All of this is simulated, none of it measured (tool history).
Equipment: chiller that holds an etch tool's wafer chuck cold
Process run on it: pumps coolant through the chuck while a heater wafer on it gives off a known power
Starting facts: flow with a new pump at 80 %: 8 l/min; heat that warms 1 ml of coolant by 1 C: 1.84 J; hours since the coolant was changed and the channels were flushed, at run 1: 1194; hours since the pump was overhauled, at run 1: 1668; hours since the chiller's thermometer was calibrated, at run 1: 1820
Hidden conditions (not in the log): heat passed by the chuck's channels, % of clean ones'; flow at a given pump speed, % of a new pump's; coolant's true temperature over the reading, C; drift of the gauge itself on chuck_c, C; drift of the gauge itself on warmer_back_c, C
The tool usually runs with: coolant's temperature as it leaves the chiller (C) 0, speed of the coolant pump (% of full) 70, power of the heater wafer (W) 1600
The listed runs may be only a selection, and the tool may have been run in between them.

| run | hour | coolant's temperature as it leaves the chiller (C) | speed of the coolant pump (% of full) | power of the heater wafer (W) | hours since the coolant was changed and the channels were flushed | hours since the pump was overhauled | hours since the chiller's thermometer was calibrated | chuck's temperature once it has settled (C) | how much warmer the coolant comes back (C) |
|---|---|---|---|---|---|---|---|---|---|
| 1 | 0 | 0 | 70 | 1600 | 1194 | 1668 | 1820 | 16.8 | 7.49 |
| 2 | 74.2 | 0 | 70 | 1600 | 1269 | 1743 | 1894 | 16.9 | 7.49 |
| 3 | 138 | 1 | 70 | 1600 | 1332 | 1806 | 1958 | 17.9 | 7.63 |
| 4 | 172.7 | 1 | 70 | 1600 | 1367 | 1841 | 1993 | 17.8 | 7.52 |
| 5 | 251.1 | 1 | 70 | 1600 | 1446 | 1919 | 2071 | 17.9 | 7.55 |
| 6 | 332.9 | -5 | 100 | 861 | 1527 | 2001 | 2153 | 2.1 | 2.85 |
| 7 | 368.6 | -5 | 100 | 861 | 1563 | 2037 | 2188 | 2.3 | 2.82 |
|  | 381.2 | coolant pump overhauled |
| 8 | 421.2 | -1 | 60 | 976 | 1611 | 40 | 2236 | 10.4 | 5.39 |
| 9 | 467.8 | 0 | 70 | 1092 | 1657 | 87 | 2283 | 11.6 | 5.19 |
| 10 | 508.6 | -3 | 70 | 802 | 1698 | 127 | 2323 | 5.5 | 3.78 |

Consider 5 possible next runs. They are alternatives, not a sequence: every one starts from the tool as it was left by run 10. What does each give?
| A | 553.4 | -2 | 81 | 1748 | 1743 | 172 | 2368 | ? | ? |
| B | 553.4 | -6 | 70 | 1600 | 1743 | 172 | 2368 | ? | ? |
| C | 553.4 | 5 | 77 | 2120 | 1743 | 172 | 2368 | ? | ? |
| D | 553.4 | 3 | 65 | 802 | 1743 | 172 | 2368 | ? | ? |
| E | 553.4 | -3 | 74 | 985 | 1743 | 172 | 2368 | ? | ? |

| run | chuck's temperature once it has settled (C) | how much warmer the coolant comes back (C) |
|---|---|---|
| A | 15.3 | 7.15 |
| B | 11.1 | 7.58 |
| C | 26.5 | 9.05 |
| D | 11.8 | 4.11 |
| E | 7.4 | 4.37 |
Stripped of hidden state, with their random variation kept, the same runs would have yielded:
| run | chuck's temperature once it has settled (C) | how much warmer the coolant comes back (C) |
|---|---|---|
| A | 14.5 | 7.06 |
| B | 10.4 | 7.48 |
| C | 25.5 | 8.94 |
| D | 11.5 | 4.06 |
| E | 7.1 | 4.31 |
